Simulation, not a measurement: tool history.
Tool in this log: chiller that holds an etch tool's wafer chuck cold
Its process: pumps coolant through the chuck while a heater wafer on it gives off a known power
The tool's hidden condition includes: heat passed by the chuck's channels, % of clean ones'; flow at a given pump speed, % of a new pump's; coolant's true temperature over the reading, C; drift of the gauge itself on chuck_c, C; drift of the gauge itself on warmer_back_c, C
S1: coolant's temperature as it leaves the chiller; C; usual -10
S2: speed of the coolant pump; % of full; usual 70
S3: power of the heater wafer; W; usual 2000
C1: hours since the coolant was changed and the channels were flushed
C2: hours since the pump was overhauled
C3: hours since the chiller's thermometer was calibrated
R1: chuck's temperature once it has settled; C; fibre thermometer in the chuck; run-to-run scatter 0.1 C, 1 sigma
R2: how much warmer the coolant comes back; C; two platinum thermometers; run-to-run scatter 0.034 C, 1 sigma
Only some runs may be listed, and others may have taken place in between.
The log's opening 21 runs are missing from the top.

run 22 day=31.367 | S1=-11 S2=85 S3=2006 | C1=2253 C2=113 C3=411 | R1=1.5 R2=5
run 23 day=32.654 | S1=-11 S2=85 S3=2006 | C1=2284 C2=144 C3=442 | R1=1.6 R2=5.01
-- day=33.696 coolant pump overhauled, once more
run 24 day=34.05 | S1=-10 S2=97 S3=1285 | C1=2312 C2=9 C3=471 | R1=-2.7 R2=2.76
run 25 day=35.2 | S1=-4 S2=62 S3=2293 | C1=2340 C2=36 C3=498 | R1=13.3 R2=7.77
run 26 day=36.192 | S1=-4 S2=62 S3=2293 | C1=2363 C2=60 C3=522 | R1=13.4 R2=7.8
run 27 day=37.358 | S1=-4 S2=76 S3=2000 | C1=2392 C2=88 C3=550 | R1=9.1 R2=5.59
run 28 day=38.225 | S1=-12 S2=76 S3=1163 | C1=2412 C2=109 C3=571 | R1=-4.5 R2=3.2
run 29 day=39.179 | S1=-14 S2=76 S3=1125 | C1=2435 C2=132 C3=594 | R1=-6.5 R2=3.11
run 30 day=40.95 | S1=-4 S2=75 S3=2000 | C1=2478 C2=174 C3=637 | R1=9.2 R2=5.6
run 31 day=42.629 | S1=-4 S2=75 S3=2000 | C1=2518 C2=214 C3=677 | R1=9.5 R2=5.63

What if the next run were any one of these 4? Each begins from the tool's condition after run 31:
run A day=44.138 | S1=-10 S2=61 S3=2000 | C1=2554 C2=251 C3=713 | R1=? R2=?
run B day=44.138 | S1=-18 S2=75 S3=2000 | C1=2554 C2=251 C3=713 | R1=? R2=?
run C day=44.138 | S1=-4 S2=78 S3=2000 | C1=2554 C2=251 C3=713 | R1=? R2=?
run D day=44.138 | S1=-13 S2=78 S3=2139 | C1=2554 C2=251 C3=713 | R1=? R2=?

run=A R1=5.4 R2=6.84
run=B R1=-4.7 R2=5.65
run=C R1=8.9 R2=5.43
run=D R1=1 R2=5.76
What these runs would have given with no unlogged condition in the tool:
run=A R1=4.8 R2=6.86
run=B R1=-5.2 R2=5.66
run=C R1=8.4 R2=5.44
run=D R1=0.4 R2=5.77
